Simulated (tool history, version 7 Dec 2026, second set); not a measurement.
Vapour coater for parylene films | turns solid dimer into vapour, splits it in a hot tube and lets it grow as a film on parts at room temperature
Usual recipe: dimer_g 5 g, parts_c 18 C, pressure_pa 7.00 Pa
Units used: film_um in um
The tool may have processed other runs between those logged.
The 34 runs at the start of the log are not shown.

run   hour  dimer_g  parts_c  pressure_pa  film_um
 35  537.0        5       15         8.42     1.53
 36  554.6        5       15         8.42     1.53
 37  575.8        5       15         8.42     1.52
 38  596.5        5       10         3.06     2.12
 39  611.5        2       18         3.78     0.58
 40  624.5        8       14         4.70     2.73
 41  634.3        6       18         5.53     1.65
 42  656.4        8       18         9.40     2.06
 43  668.4        3       18         7.00     0.80
 44  682.6        3       18         7.00     0.79
 45  701.3        5       18         7.00     1.31
 46  713.9        3       25         7.00     0.57
 47  734.2        5       23         3.92     1.12

Below are 3 alternative next runs, each starting from the tool's condition after run 47. Predict each:
  A  757.0        5       26         3.92        ?
  B  757.0        8       11        10.09        ?
  C  757.0        5       24         4.23        ?

run  film_um
  A     0.97
  B     2.71
  C     1.06
The same runs, with their run-to-run variation unchanged, on a tool lacking any hidden condition would have given:
run  film_um
  A     1.05
  B     2.95
  C     1.16
